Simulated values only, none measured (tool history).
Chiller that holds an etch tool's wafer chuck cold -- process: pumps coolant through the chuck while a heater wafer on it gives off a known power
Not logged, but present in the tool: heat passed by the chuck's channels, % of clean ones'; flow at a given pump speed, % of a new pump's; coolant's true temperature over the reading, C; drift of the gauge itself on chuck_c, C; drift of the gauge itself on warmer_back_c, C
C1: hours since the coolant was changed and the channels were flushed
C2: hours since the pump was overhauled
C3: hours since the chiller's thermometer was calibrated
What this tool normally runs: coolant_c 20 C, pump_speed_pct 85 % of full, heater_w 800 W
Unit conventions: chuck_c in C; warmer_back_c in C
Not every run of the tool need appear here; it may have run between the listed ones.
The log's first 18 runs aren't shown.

run 19 hour=693.0 | coolant_c=14 pump_speed_pct=69 heater_w=800 | C1=398 C2=2311 C3=2445 | chuck_c=21.83 warmer_back_c=2.127
-- hour=733.4 gauge calibrated
run 20 hour=737.7 | coolant_c=15 pump_speed_pct=94 heater_w=800 | C1=443 C2=2356 C3=2489 | chuck_c=21.23 warmer_back_c=1.589
run 21 hour=759.5 | coolant_c=10 pump_speed_pct=85 heater_w=627 | C1=465 C2=2378 C3=2511 | chuck_c=15.09 warmer_back_c=1.357
run 22 hour=802.2 | coolant_c=12 pump_speed_pct=96 heater_w=630 | C1=507 C2=2421 C3=2554 | chuck_c=16.81 warmer_back_c=1.217
run 23 hour=826.5 | coolant_c=11 pump_speed_pct=96 heater_w=402 | C1=532 C2=2445 C3=2578 | chuck_c=14.10 warmer_back_c=0.772
run 24 hour=867.1 | coolant_c=11 pump_speed_pct=96 heater_w=402 | C1=572 C2=2485 C3=2619 | chuck_c=14.10 warmer_back_c=0.781
run 25 hour=909.7 | coolant_c=11 pump_speed_pct=96 heater_w=402 | C1=615 C2=2528 C3=2661 | chuck_c=14.16 warmer_back_c=0.781
run 26 hour=948.8 | coolant_c=17 pump_speed_pct=67 heater_w=402 | C1=654 C2=2567 C3=2700 | chuck_c=20.98 warmer_back_c=1.100
run 27 hour=989.6 | coolant_c=22 pump_speed_pct=95 heater_w=1054 | C1=695 C2=2608 C3=2741 | chuck_c=30.13 warmer_back_c=2.064
run 28 hour=1030.1 | coolant_c=17 pump_speed_pct=95 heater_w=1054 | C1=735 C2=2649 C3=2782 | chuck_c=25.13 warmer_back_c=2.072
run 29 hour=1059.0 | coolant_c=10 pump_speed_pct=85 heater_w=800 | C1=764 C2=2677 C3=2811 | chuck_c=16.81 warmer_back_c=1.752
run 30 hour=1083.6 | coolant_c=19 pump_speed_pct=64 heater_w=1106 | C1=789 C2=2702 C3=2835 | chuck_c=30.35 warmer_back_c=3.161
run 31 hour=1112.4 | coolant_c=19 pump_speed_pct=64 heater_w=1106 | C1=818 C2=2731 C3=2864 | chuck_c=30.28 warmer_back_c=3.164

3 ways to go on from here, each from the tool as it stands after run 31. What would each give?
run A hour=1143.2 | coolant_c=19 pump_speed_pct=64 heater_w=646 | C1=848 C2=2762 C3=2895 | chuck_c=? warmer_back_c=?
run B hour=1143.2 | coolant_c=20 pump_speed_pct=95 heater_w=800 | C1=848 C2=2762 C3=2895 | chuck_c=? warmer_back_c=?
run C hour=1143.2 | coolant_c=21 pump_speed_pct=64 heater_w=577 | C1=848 C2=2762 C3=2895 | chuck_c=? warmer_back_c=?

run=A chuck_c=25.69 warmer_back_c=1.830
run=B chuck_c=26.27 warmer_back_c=1.572
run=C chuck_c=26.88 warmer_back_c=1.657
Take away the tool's hidden state, keep each run's random variation, and the runs would have read:
run=A chuck_c=25.49 warmer_back_c=1.829
run=B chuck_c=26.07 warmer_back_c=1.572
run=C chuck_c=26.69 warmer_back_c=1.656
